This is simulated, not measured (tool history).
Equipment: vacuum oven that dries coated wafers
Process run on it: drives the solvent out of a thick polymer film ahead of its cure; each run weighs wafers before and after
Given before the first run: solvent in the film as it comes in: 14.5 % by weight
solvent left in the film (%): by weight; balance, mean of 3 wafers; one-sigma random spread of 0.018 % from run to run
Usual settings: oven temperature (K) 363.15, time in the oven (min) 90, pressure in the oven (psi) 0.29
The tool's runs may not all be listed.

| run | hour | oven temperature (K) | time in the oven (min) | pressure in the oven (psi) | solvent left in the film (%) |
|---|---|---|---|---|---|
| 1 | 0 | 363.15 | 90 | 0.29 | 1.66 |
| 2 | 25.8 | 363.15 | 90 | 0.493 | 2.48 |
| 3 | 45 | 363.15 | 90 | 0.493 | 2.51 |
| 4 | 70.5 | 363.15 | 90 | 0.493 | 2.57 |
| 5 | 96.1 | 363.15 | 90 | 0.493 | 2.57 |
| 6 | 119.4 | 363.15 | 90 | 0.35 | 1.93 |
| 7 | 137.9 | 363.15 | 90 | 0.35 | 1.98 |
| 8 | 155.4 | 363.15 | 90 | 0.35 | 1.99 |
| 9 | 179.5 | 363.15 | 90 | 0.29 | 1.73 |
| 10 | 200.1 | 363.15 | 90 | 0.29 | 1.73 |
| 11 | 218.3 | 363.15 | 90 | 0.29 | 1.73 |
| 12 | 237.1 | 363.15 | 90 | 0.29 | 1.72 |
| 13 | 249.2 | 361.15 | 90 | 0.29 | 2.02 |
| 14 | 267.4 | 361.15 | 90 | 0.29 | 2.03 |
| 15 | 282.8 | 363.15 | 90 | 0.29 | 1.79 |
| 16 | 305 | 363.15 | 90 | 0.213 | 1.43 |
| 17 | 316.9 | 363.15 | 90 | 0.213 | 1.43 |
| 18 | 333.5 | 363.15 | 90 | 0.74 | 3.68 |
| 19 | 352.4 | 363.15 | 90 | 0.173 | 1.27 |
| 20 | 363.8 | 363.15 | 90 | 0.173 | 1.26 |
| 21 | 383.3 | 363.15 | 90 | 0.173 | 1.27 |
| 22 | 407.1 | 363.15 | 90 | 0.173 | 1.27 |
| 23 | 426.2 | 367.15 | 64 | 0.331 | 1.93 |
| 24 | 441.9 | 359.15 | 64 | 0.19 | 2.79 |
| 25 | 468.2 | 377.15 | 90 | 0.345 | 1 |
| 26 | 490.8 | 350.15 | 91 | 0.352 | 4.75 |
| 27 | 512.2 | 350.15 | 91 | 0.352 | 4.8 |
| 28 | 537.5 | 357.15 | 127 | 0.806 | 5.03 |
| 29 | 553.7 | 358.15 | 124 | 0.703 | 4.24 |
| 30 | 568.4 | 359.15 | 48 | 0.615 | 5.58 |
| 31 | 590.3 | 350.15 | 48 | 0.896 | 9.64 |
| 32 | 605.3 | 374.15 | 48 | 0.896 | 3.21 |
| 33 | 620 | 352.15 | 62 | 0.727 | 7.52 |
| 34 | 645.7 | 363.15 | 90 | 0.336 | 2.06 |
| 35 | 656.8 | 375.15 | 90 | 0.373 | 1.17 |
| 36 | 668.4 | 375.15 | 90 | 0.373 | 1.2 |
| 37 | 687.6 | 375.15 | 90 | 0.373 | 1.18 |
| 38 | 714.6 | 357.15 | 58 | 0.186 | 3.74 |
| 39 | 731.3 | 357.15 | 58 | 0.186 | 3.78 |
| 40 | 755.8 | 348.15 | 58 | 0.234 | 6.36 |
| 41 | 770.8 | 358.15 | 93 | 0.587 | 4.13 |
| 42 | 785 | 358.15 | 93 | 0.587 | 4.13 |
| 43 | 807.3 | 358.15 | 63 | 0.788 | 6.03 |
| 44 | 824.8 | 363.15 | 106 | 0.403 | 2.24 |

Consider 4 possible next runs. They are alternatives, not a sequence: every one starts from the tool as it was left by run 44. What does each give?
| A | 849.6 | 363.15 | 84 | 0.29 | ? |
| B | 849.6 | 368.15 | 140 | 0.738 | ? |
| C | 849.6 | 363.15 | 63 | 0.403 | ? |
| D | 849.6 | 353.15 | 53 | 0.403 | ? |

| run | solvent left in the film (%) |
|---|---|
| A | 2.04 |
| B | 2.9 |
| C | 3.1 |
| D | 6.2 |
Stripped of hidden state, with their random variation kept, the same runs would have yielded:
| run | solvent left in the film (%) |
|---|---|
| A | 1.65 |
| B | 2.59 |
| C | 2.63 |
| D | 5.55 |
